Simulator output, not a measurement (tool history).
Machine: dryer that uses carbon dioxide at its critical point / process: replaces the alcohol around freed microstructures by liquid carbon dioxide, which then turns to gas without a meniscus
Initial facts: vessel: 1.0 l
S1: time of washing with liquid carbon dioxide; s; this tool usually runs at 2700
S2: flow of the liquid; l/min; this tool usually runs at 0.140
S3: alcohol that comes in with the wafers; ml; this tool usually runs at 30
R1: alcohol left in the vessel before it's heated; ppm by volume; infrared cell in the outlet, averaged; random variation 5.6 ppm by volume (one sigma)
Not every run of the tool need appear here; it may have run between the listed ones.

| run | hour | S1 | S2 | S3 | R1 |
|---|---|---|---|---|---|
| 1 | 0.0 | 2700 | 0.140 | 30 | 304 |
| 2 | 45.8 | 2700 | 0.140 | 30 | 312 |
| 3 | 75.8 | 2700 | 0.140 | 30 | 330 |
| 4 | 120.8 | 2700 | 0.140 | 30 | 331 |
| 5 | 173.6 | 2700 | 0.140 | 30 | 362 |
| 6 | 203.3 | 2700 | 0.140 | 30 | 357 |
| 7 | 255.5 | 2700 | 0.140 | 30 | 387 |
| 8 | 314.6 | 2700 | 0.140 | 25 | 350 |
| 9 | 341.6 | 2700 | 0.140 | 30 | 398 |
| 10 | 380.0 | 4020 | 0.140 | 30 | 134 |
| 11 | 438.3 | 4020 | 0.140 | 30 | 143 |
| 12 | 477.8 | 4020 | 0.140 | 30 | 149 |
| 13 | 507.1 | 4020 | 0.140 | 30 | 145 |
| 14 | 567.7 | 4020 | 0.140 | 30 | 153 |
|  | 605.1 | inlet filter changed |
| 15 | 605.9 | 4020 | 0.140 | 30 | 130 |
| 16 | 655.2 | 2700 | 0.140 | 30 | 299 |
| 17 | 693.3 | 2700 | 0.140 | 30 | 307 |
| 18 | 717.9 | 2700 | 0.140 | 30 | 310 |
| 19 | 774.2 | 2700 | 0.140 | 30 | 329 |
| 20 | 801.7 | 2700 | 0.140 | 30 | 340 |
| 21 | 848.2 | 2700 | 0.140 | 30 | 343 |
| 22 | 881.9 | 2700 | 0.140 | 30 | 356 |
| 23 | 913.2 | 2700 | 0.140 | 39 | 426 |
| 24 | 967.2 | 2460 | 0.139 | 56 | 792 |
| 25 | 1005.1 | 1980 | 0.120 | 61 | 2970 |
| 26 | 1033.0 | 1920 | 0.218 | 85 | 481 |
| 27 | 1063.3 | 3060 | 0.194 | 93 | 197 |
| 28 | 1093.9 | 3060 | 0.194 | 93 | 212 |
| 29 | 1133.8 | 2520 | 0.097 | 33 | 1826 |
|  | 1182.9 | purifier's bed changed |
| 30 | 1189.5 | 3600 | 0.094 | 68 | 1073 |
| 31 | 1229.6 | 2700 | 0.140 | 35 | 314 |
| 32 | 1289.6 | 3180 | 0.221 | 30 | 18 |
| 33 | 1345.8 | 2220 | 0.156 | 94 | 1304 |
| 34 | 1375.7 | 1980 | 0.140 | 23 | 794 |
| 35 | 1411.8 | 1980 | 0.140 | 23 | 810 |
| 36 | 1458.0 | 1980 | 0.140 | 23 | 859 |
| 37 | 1510.0 | 1860 | 0.140 | 119 | 5365 |
| 38 | 1542.3 | 1860 | 0.140 | 119 | 5519 |
| 39 | 1603.0 | 2460 | 0.221 | 56 | 111 |
| 40 | 1642.3 | 3900 | 0.222 | 23 | 39 |
| 41 | 1667.5 | 1980 | 0.140 | 30 | 1204 |
|  | 1685.5 | inlet filter changed |
| 42 | 1708.5 | 3540 | 0.190 | 71 | 56 |
| 43 | 1737.4 | 2340 | 0.202 | 40 | 112 |
| 44 | 1782.1 | 2340 | 0.202 | 40 | 117 |
| 45 | 1828.6 | 2040 | 0.140 | 39 | 923 |
| 46 | 1884.8 | 2040 | 0.140 | 39 | 912 |

Some steps in R1 between neighbouring runs. How much of each would the tool show without its hidden state too (settings, what came in, random variation), and how much is left for the hidden state, with any gauge scatter that isn't in both results?
Hidden state present: flow that reaches the vessel past the clogged filter, %; alcohol in the recycled carbon dioxide, ppm; drift of the gauge itself on alcohol_ppm, %.
Run 25 -> 26: S1 1980 -> 1920, S2 0.120 -> 0.218, S3 61 -> 85. R1 -2489 ppm by volume: hidden state -356, all else -2133.
Run 32 -> 33: S1 3180 -> 2220, S2 0.221 -> 0.156, S3 30 -> 94. R1 +1286 ppm by volume: hidden state +490, all else +796.
Run 36 -> 37: S1 1980 -> 1860, S3 23 -> 119. R1 +4506 ppm by volume: hidden state +1590, all else +2916.
Run 38 -> 39: S1 1860 -> 2460, S2 0.140 -> 0.221, S3 119 -> 56. R1 -5408 ppm by volume: hidden state -1933, all else -3475.
